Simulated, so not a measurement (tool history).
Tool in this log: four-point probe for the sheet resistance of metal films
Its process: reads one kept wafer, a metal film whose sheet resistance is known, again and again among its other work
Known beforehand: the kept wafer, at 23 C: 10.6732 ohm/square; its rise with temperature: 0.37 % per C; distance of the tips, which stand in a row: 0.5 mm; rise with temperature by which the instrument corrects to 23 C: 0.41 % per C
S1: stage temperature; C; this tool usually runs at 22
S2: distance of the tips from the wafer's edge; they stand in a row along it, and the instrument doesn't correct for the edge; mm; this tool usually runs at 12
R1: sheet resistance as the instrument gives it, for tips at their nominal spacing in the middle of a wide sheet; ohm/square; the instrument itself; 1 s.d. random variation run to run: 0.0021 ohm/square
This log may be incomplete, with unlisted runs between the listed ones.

Run 1, hour 0.0: usual settings. Result: R1 10.683855 ohm/square.
Run 2, hour 108.3: usual settings. Result: R1 10.689264 ohm/square.
Run 3, hour 219.6: usual settings. Result: R1 10.682740 ohm/square.
Run 4, hour 333.3: usual settings. Result: R1 10.687562 ohm/square.
Run 5, hour 431.9: usual settings. Result: R1 10.685309 ohm/square.
Run 6, hour 514.8: usual settings. Result: R1 10.684785 ohm/square.
At hour 551.1: stage's thermometer calibrated.
Run 7, hour 626.1: usual settings. Result: R1 10.682540 ohm/square.
Run 8, hour 680.9: usual settings but S1 33 C. Result: R1 10.645788 ohm/square.
Run 9, hour 737.9: usual settings but S1 31 C, S2 37 mm. Result: R1 10.645067 ohm/square.
Run 10, hour 849.2: usual settings but S1 18 C, S2 32 mm. Result: R1 10.694256 ohm/square.
Run 11, hour 982.4: usual settings but S1 34 C, S2 3 mm. Result: R1 10.793928 ohm/square.
Run 12, hour 1069.8: usual settings but S1 20 C. Result: R1 10.694361 ohm/square.
Run 13, hour 1137.4: usual settings but S1 28 C, S2 38 mm. Result: R1 10.657996 ohm/square.
Run 14, hour 1247.5: usual settings but S1 30 C, S2 36 mm. Result: R1 10.650664 ohm/square.
Run 15, hour 1336.9: usual settings but S1 29 C. Result: R1 10.659490 ohm/square.
Run 16, hour 1402.7: usual settings but S1 29 C. Result: R1 10.660380 ohm/square.

3 options for the next run, each taken on its own from the tool as it stands now. Forecast them:
Run A, hour 1473.1: usual settings but S1 27 C, S2 4 mm. Result: R1 ?.
Run B, hour 1473.1: usual settings but S1 34 C, S2 40 mm. Result: R1 ?.
Run C, hour 1473.1: usual settings but S1 23 C, S2 19 mm. Result: R1 ?.

run         R1
  A  10.745236
  B  10.638551
  C  10.674399
Stripped of hidden state, with their random variation kept, the same runs would have yielded:
run         R1
  A  10.746884
  B  10.640184
  C  10.676037
